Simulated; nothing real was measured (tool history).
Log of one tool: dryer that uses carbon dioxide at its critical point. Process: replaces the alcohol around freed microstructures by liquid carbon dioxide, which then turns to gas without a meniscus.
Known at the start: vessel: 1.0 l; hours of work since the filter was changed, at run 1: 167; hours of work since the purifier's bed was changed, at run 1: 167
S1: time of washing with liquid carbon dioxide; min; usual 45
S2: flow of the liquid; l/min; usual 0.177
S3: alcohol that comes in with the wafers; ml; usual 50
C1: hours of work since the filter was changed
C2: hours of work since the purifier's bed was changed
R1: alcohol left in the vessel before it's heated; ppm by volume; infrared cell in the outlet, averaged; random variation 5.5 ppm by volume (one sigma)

run,day,S1,S2,S3,C1,C2,R1
1,0,45,0.177,50,167,167,249
2,1.417,45,0.177,50,193,193,263
3,3.258,45,0.177,50,227,227,280
4,4.529,45,0.177,50,250,250,299
5,5.667,45,0.177,50,271,271,303
# day 6.704: inlet filter changed
6,6.767,45,0.177,32,1,290,162
7,8.038,45,0.177,32,24,313,176
8,9.938,45,0.177,118,59,348,499
9,10.808,47,0.177,118,75,364,413
10,12.592,47,0.177,118,108,396,454
11,13.888,42,0.247,39,131,420,122
12,15.196,28,0.247,50,155,444,548
13,16.454,28,0.247,50,178,467,555
14,18.35,28,0.247,50,213,502,586
15,19.367,44,0.217,50,231,520,200
16,20.55,44,0.217,50,253,542,219
17,22.279,44,0.217,50,285,573,220
# day 22.629: inlet filter changed
18,24.108,44,0.217,50,27,606,183
19,25.2,44,0.217,50,47,626,186
20,26.654,44,0.217,50,74,653,199

4 ways to go on from here, each from the tool as it stands after run 20. What would each give?
A,28.258,38,0.217,50,103,682,?
B,28.258,28,0.203,50,103,682,?
C,28.258,53,0.177,50,103,682,?
D,28.258,63,0.245,88,103,682,?

run,R1
A,299
B,1069
C,212
D,148
Without the tool's hidden state the same runs would have given:
run,R1
A,131
B,799
C,58
D,6
